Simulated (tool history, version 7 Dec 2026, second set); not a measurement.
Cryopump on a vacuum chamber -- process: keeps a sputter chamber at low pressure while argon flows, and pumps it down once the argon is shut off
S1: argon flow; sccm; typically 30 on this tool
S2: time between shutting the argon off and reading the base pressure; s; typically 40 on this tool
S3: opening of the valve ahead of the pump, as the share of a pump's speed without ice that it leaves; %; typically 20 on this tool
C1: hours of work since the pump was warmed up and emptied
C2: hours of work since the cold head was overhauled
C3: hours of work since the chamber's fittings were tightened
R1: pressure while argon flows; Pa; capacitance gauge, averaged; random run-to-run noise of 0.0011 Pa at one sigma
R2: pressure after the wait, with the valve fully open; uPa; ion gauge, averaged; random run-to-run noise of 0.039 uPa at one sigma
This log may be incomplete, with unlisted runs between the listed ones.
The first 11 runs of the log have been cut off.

run   hour  S1   S2  S3   C1   C2    C3      R1    R2
 12  341.3  30   40  20  230  230  2432  0.2479  5.34
 13  358.3  30   40  20  239  239  2442  0.2499  5.28
 14  388.5  30   71  20  255  255  2458  0.2476  4.46
 15  429.1  40   71  20  277  277  2480  0.3318  4.73
 16  457.2  40   71  20  292  292  2495  0.3325  4.58
 17  486.9  28   62  55  308  308  2511  0.0910  4.76
 18  505.9  56   40  24  318  318  2521  0.3921  5.56
 19  526.6  56   40  24  330  330  2532  0.3942  5.68
 20  557.5  49   40  56  346  346  2549  0.1578  5.71
 21  595.6  14   23  19  367  367  2569  0.1255  6.90
 22  634.7  14   23  19  388  388  2590  0.1234  7.39
 23  662.7  30   91  24  403  403  2605  0.2157  4.84
 24  702.9  30   24  22  424  424  2627  0.2331  7.39
 25  730.3  38   40  28  439  439  2642  0.2355  5.96
 26  747.2  38   40  42  448  448  2651  0.1644  6.05
 27  786.2  20   40  42  469  469  2672  0.0868  6.05
 28  825.3  20  102  20  490  490  2693  0.1711  5.05
 29  859.3  20  102  20  508  508  2711  0.1716  5.20
 30  876.6  49   40  20  518  518  2720  0.4153  6.12
 31  909.6  49   59  56  535  535  2738  0.1681  5.70

3 options for the next run, each taken on its own from the tool as it stands now. Forecast them:
  A  937.7  30  40  43  551  551  2753   ?   ?
  B  937.7  53  72  30  551  551  2753   ?   ?
  C  937.7  25  59  22  551  551  2753   ?   ?

run      R1    R2
  A  0.1302  6.54
  B  0.3157  5.54
  C  0.1980  5.68
The same runs, with their run-to-run variation unchanged, on a tool lacking any hidden condition would have given:
run      R1    R2
  A  0.1123  2.29
  B  0.2840  1.36
  C  0.1831  1.57
